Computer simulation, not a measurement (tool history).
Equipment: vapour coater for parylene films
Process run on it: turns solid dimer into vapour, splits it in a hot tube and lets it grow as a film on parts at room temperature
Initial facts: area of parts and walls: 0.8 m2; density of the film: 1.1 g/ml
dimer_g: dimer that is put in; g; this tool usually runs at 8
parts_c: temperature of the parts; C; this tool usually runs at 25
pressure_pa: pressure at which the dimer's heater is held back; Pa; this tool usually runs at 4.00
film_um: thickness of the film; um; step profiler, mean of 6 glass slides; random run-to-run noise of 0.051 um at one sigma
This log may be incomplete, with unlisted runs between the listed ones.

Run 1, hour 0.0: usual settings. Result: film_um 5.96 um.
Run 2, hour 24.2: usual settings but parts_c 24 C. Result: film_um 6.04 um.
Run 3, hour 47.5: usual settings but parts_c 24 C. Result: film_um 6.08 um.
Run 4, hour 88.7: usual settings. Result: film_um 5.85 um.
Run 5, hour 121.9: usual settings. Result: film_um 5.81 um.
Run 6, hour 149.0: usual settings. Result: film_um 5.87 um.
Run 7, hour 190.2: usual settings. Result: film_um 5.71 um.
Run 8, hour 232.2: usual settings. Result: film_um 5.66 um.
Run 9, hour 262.5: usual settings but dimer_g 3 g. Result: film_um 2.08 um.
Run 10, hour 304.4: usual settings. Result: film_um 5.59 um.
Run 11, hour 341.1: usual settings but dimer_g 11 g. Result: film_um 7.63 um.
Run 12, hour 360.3: usual settings but dimer_g 11 g, pressure_pa 3.36 Pa. Result: film_um 7.77 um.
At hour 393.7: trap's valve overhauled.
Run 13, hour 393.7: usual settings but dimer_g 11 g, pressure_pa 3.36 Pa. Result: film_um 8.94 um.
Run 14, hour 438.1: usual settings but dimer_g 11 g, pressure_pa 3.36 Pa. Result: film_um 8.74 um.
Run 15, hour 469.0: usual settings. Result: film_um 6.04 um.
Run 16, hour 495.5: usual settings but parts_c 17 C. Result: film_um 7.80 um.
Run 17, hour 526.0: usual settings but parts_c 17 C. Result: film_um 7.73 um.
Run 18, hour 546.7: usual settings but parts_c 17 C. Result: film_um 7.77 um.
Run 19, hour 578.5: usual settings but dimer_g 5 g, parts_c 29 C. Result: film_um 3.28 um.
Run 20, hour 622.2: usual settings but dimer_g 6 g, pressure_pa 2.64 Pa. Result: film_um 4.82 um.
Run 21, hour 647.8: usual settings but dimer_g 6 g, pressure_pa 2.64 Pa. Result: film_um 4.84 um.
Run 22, hour 680.6: usual settings but dimer_g 6 g, pressure_pa 5.40 Pa. Result: film_um 4.12 um.
Run 23, hour 720.8: usual settings but dimer_g 11 g, parts_c 28 C, pressure_pa 5.40 Pa. Result: film_um 6.73 um.
Run 24, hour 759.5: usual settings but dimer_g 6 g, parts_c 23 C, pressure_pa 5.93 Pa. Result: film_um 4.15 um.
Run 25, hour 790.4: usual settings but dimer_g 6 g, parts_c 23 C, pressure_pa 5.93 Pa. Result: film_um 4.20 um.
Run 26, hour 812.9: usual settings but dimer_g 6 g, parts_c 23 C, pressure_pa 5.93 Pa. Result: film_um 4.11 um.
Run 27, hour 831.5: usual settings but dimer_g 14 g, parts_c 21 C, pressure_pa 8.48 Pa. Result: film_um 9.37 um.
Run 28, hour 866.7: usual settings but dimer_g 11 g, parts_c 21 C, pressure_pa 2.53 Pa. Result: film_um 9.82 um.
At hour 891.2: trap's valve overhauled.
Run 29, hour 898.4: usual settings but dimer_g 11 g, parts_c 21 C, pressure_pa 2.53 Pa. Result: film_um 10.83 um.
Run 30, hour 932.8: usual settings but dimer_g 13 g, pressure_pa 5.08 Pa. Result: film_um 9.52 um.
Run 31, hour 975.5: usual settings but dimer_g 13 g, pressure_pa 5.08 Pa. Result: film_um 9.44 um.
Run 32, hour 995.8: usual settings but dimer_g 13 g, pressure_pa 5.08 Pa. Result: film_um 9.34 um.
Run 33, hour 1022.1: usual settings but dimer_g 13 g, pressure_pa 5.08 Pa. Result: film_um 9.28 um.

Table of differences, measured result less the result of that run with no hidden state. Run-to-run variation is the same in both. Gauge scatter possibly is not:
Unlogged tool condition in this case: vapour lost through the trap's worn valve, %; true temperature of the parts over the reading, C; drift of the gauge itself on film_um, %.
run  film_um
  1    -0.13
  2    -0.16
  3    -0.19
  4    -0.25
  5    -0.30
  6    -0.34
  7    -0.40
  8    -0.45
  9    -0.18
 10    -0.56
 11    -0.84
 12    -0.90
 13    +0.14
 14    +0.05
 15    -0.01
 16    -0.05
 17    -0.10
 18    -0.13
 19    -0.08
 20    -0.17
 21    -0.19
 22    -0.20
 23    -0.39
 24    -0.28
 25    -0.32
 26    -0.34
 27    -0.82
 28    -0.95
 29    +0.23
 30    +0.12
 31    +0.03
 32    -0.01
 33    -0.07
